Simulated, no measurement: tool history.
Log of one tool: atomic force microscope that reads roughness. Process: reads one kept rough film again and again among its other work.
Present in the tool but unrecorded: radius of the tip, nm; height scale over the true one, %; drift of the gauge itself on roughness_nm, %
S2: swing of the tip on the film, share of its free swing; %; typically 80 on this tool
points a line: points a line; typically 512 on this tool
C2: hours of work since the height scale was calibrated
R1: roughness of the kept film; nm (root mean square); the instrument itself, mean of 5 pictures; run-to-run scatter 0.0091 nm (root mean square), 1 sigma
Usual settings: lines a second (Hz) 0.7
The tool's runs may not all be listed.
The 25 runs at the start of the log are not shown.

run 26 day=12.121 | lines_a_second_(Hz)=0.7 S2=75 points_a_line=668 | pictures_with_this_tip=87 C2=570 | R1=4.332
run 27 day=12.746 | lines_a_second_(Hz)=0.7 S2=75 points_a_line=668 | pictures_with_this_tip=113 C2=580 | R1=4.305
run 28 day=13.092 | lines_a_second_(Hz)=0.7 S2=83 points_a_line=668 | pictures_with_this_tip=128 C2=585 | R1=4.226
run 29 day=13.454 | lines_a_second_(Hz)=1.774 S2=85 points_a_line=874 | pictures_with_this_tip=143 C2=591 | R1=3.798
run 30 day=14.017 | lines_a_second_(Hz)=1.038 S2=78 points_a_line=569 | pictures_with_this_tip=166 C2=599 | R1=4.157
run 31 day=14.525 | lines_a_second_(Hz)=1.117 S2=56 points_a_line=512 | pictures_with_this_tip=187 C2=607 | R1=4.362
run 32 day=14.871 | lines_a_second_(Hz)=1.117 S2=56 points_a_line=412 | pictures_with_this_tip=202 C2=612 | R1=4.353
run 33 day=15.529 | lines_a_second_(Hz)=0.743 S2=76 points_a_line=419 | pictures_with_this_tip=229 C2=622 | R1=4.231
run 34 day=16.183 | lines_a_second_(Hz)=1.565 S2=57 points_a_line=566 | pictures_with_this_tip=256 C2=632 | R1=4.275
run 35 day=16.738 | lines_a_second_(Hz)=1.394 S2=56 points_a_line=512 | pictures_with_this_tip=279 C2=641 | R1=4.287
run 36 day=17.267 | lines_a_second_(Hz)=1.647 S2=80 points_a_line=944 | pictures_with_this_tip=301 C2=649 | R1=3.898
run 37 day=17.567 | lines_a_second_(Hz)=0.619 S2=80 points_a_line=944 | pictures_with_this_tip=314 C2=654 | R1=4.182
-- day=18.033 new tip fitted
run 38 day=18.233 | lines_a_second_(Hz)=0.619 S2=80 points_a_line=944 | pictures_with_this_tip=9 C2=663 | R1=4.339
run 39 day=18.746 | lines_a_second_(Hz)=0.7 S2=85 points_a_line=660 | pictures_with_this_tip=30 C2=671 | R1=4.251
run 40 day=19.167 | lines_a_second_(Hz)=0.891 S2=69 points_a_line=320 | pictures_with_this_tip=48 C2=678 | R1=4.363
run 41 day=19.604 | lines_a_second_(Hz)=0.891 S2=62 points_a_line=392 | pictures_with_this_tip=66 C2=684 | R1=4.415
run 42 day=20.196 | lines_a_second_(Hz)=1.399 S2=73 points_a_line=485 | pictures_with_this_tip=90 C2=693 | R1=4.197
run 43 day=20.55 | lines_a_second_(Hz)=1.479 S2=61 points_a_line=503 | pictures_with_this_tip=105 C2=699 | R1=4.325
run 44 day=21.075 | lines_a_second_(Hz)=0.733 S2=80 points_a_line=512 | pictures_with_this_tip=127 C2=707 | R1=4.246
run 45 day=21.596 | lines_a_second_(Hz)=1.554 S2=75 points_a_line=299 | pictures_with_this_tip=149 C2=715 | R1=4.084
run 46 day=22.021 | lines_a_second_(Hz)=0.865 S2=76 points_a_line=367 | pictures_with_this_tip=166 C2=721 | R1=4.229
run 47 day=22.679 | lines_a_second_(Hz)=0.7 S2=77 points_a_line=512 | pictures_with_this_tip=194 C2=731 | R1=4.25
run 48 day=23.292 | lines_a_second_(Hz)=0.7 S2=77 points_a_line=512 | pictures_with_this_tip=219 C2=741 | R1=4.239
run 49 day=23.588 | lines_a_second_(Hz)=1.081 S2=68 points_a_line=512 | pictures_with_this_tip=232 C2=745 | R1=4.269

3 options for the next run, each taken on its own from the tool as it stands now. Forecast them:
run A day=23.929 | lines_a_second_(Hz)=1.56 S2=64 points_a_line=589 | pictures_with_this_tip=246 C2=750 | R1=?
run B day=23.929 | lines_a_second_(Hz)=1.574 S2=63 points_a_line=409 | pictures_with_this_tip=246 C2=750 | R1=?
run C day=23.929 | lines_a_second_(Hz)=1.375 S2=57 points_a_line=512 | pictures_with_this_tip=246 C2=750 | R1=?

run=A R1=4.201
run=B R1=4.232
run=C R1=4.315
What these runs would have given with no unlogged condition in the tool:
run=A R1=4.321
run=B R1=4.353
run=C R1=4.438

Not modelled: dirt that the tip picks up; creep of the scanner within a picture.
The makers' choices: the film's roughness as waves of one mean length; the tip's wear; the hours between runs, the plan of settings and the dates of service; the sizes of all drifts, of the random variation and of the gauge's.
